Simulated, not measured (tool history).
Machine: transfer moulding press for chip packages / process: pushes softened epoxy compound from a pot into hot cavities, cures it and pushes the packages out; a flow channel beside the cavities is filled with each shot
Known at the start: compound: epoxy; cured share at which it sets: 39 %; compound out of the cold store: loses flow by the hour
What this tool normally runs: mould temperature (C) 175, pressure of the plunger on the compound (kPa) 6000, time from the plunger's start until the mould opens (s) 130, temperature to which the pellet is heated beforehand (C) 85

| run | hour | mould temperature (C) | pressure of the plunger on the compound (kPa) | time from the plunger's start until the mould opens (s) | temperature to which the pellet is heated beforehand (C) | incoming compound's hours out of the cold store | length that the compound runs in the flow channel (mm) | greatest force on the pins that push the packages out (N) |
|---|---|---|---|---|---|---|---|---|
| 1 | 0 | 175 | 6000 | 130 | 85 | 33.7 | 711 | 236 |
|  | 7.1 | cavities cleaned with cleaning compound and waxed |
| 2 | 8.3 | 175 | 6000 | 130 | 85 | 44.5 | 681 | 214 |
| 3 | 14.7 | 175 | 6000 | 130 | 85 | 15.3 | 775 | 231 |
| 4 | 25.3 | 175 | 6000 | 130 | 85 | 32 | 715 | 226 |
| 5 | 32.4 | 175 | 6000 | 130 | 85 | 36.9 | 695 | 224 |
|  | 39.4 | plunger's sealing rings changed |
| 6 | 41.5 | 175 | 6000 | 130 | 85 | 40.7 | 693 | 225 |
| 7 | 47.5 | 175 | 6000 | 130 | 85 | 33.3 | 725 | 226 |
| 8 | 52.6 | 175 | 5600 | 130 | 85 | 22.1 | 720 | 230 |
| 9 | 61.8 | 183 | 5220 | 130 | 85 | 15.6 | 703 | 205 |
| 10 | 66.3 | 183 | 5220 | 130 | 85 | 16 | 701 | 207 |
| 11 | 77 | 171 | 6000 | 130 | 85 | 18.7 | 779 | 282 |
|  | 83 | cavities cleaned with cleaning compound and waxed |
| 12 | 89 | 171 | 6760 | 118 | 85 | 21.1 | 816 | 344 |
| 13 | 99.1 | 175 | 6000 | 169 | 83 | 43.5 | 694 | 203 |
| 14 | 104.9 | 175 | 6650 | 155 | 81 | 23.1 | 795 | 211 |
| 15 | 111 | 183 | 4610 | 144 | 91 | 17 | 657 | 200 |

Here are 3 independent what-if runs from the current tool condition. What would each one return?
| A | 117.4 | 183 | 4610 | 111 | 92 | 37.6 | ? | ? |
| B | 117.4 | 176 | 4610 | 118 | 91 | 27.9 | ? | ? |
| C | 117.4 | 167 | 6000 | 130 | 85 | 21 | ? | ? |

| run | length that the compound runs in the flow channel (mm) | greatest force on the pins that push the packages out (N) |
|---|---|---|
| A | 596 | 213 |
| B | 636 | 250 |
| C | 783 | 380 |
Take away the tool's hidden state, keep each run's random variation, and the runs would have read:
| run | length that the compound runs in the flow channel (mm) | greatest force on the pins that push the packages out (N) |
|---|---|---|
| A | 596 | 212 |
| B | 636 | 249 |
| C | 783 | 377 |
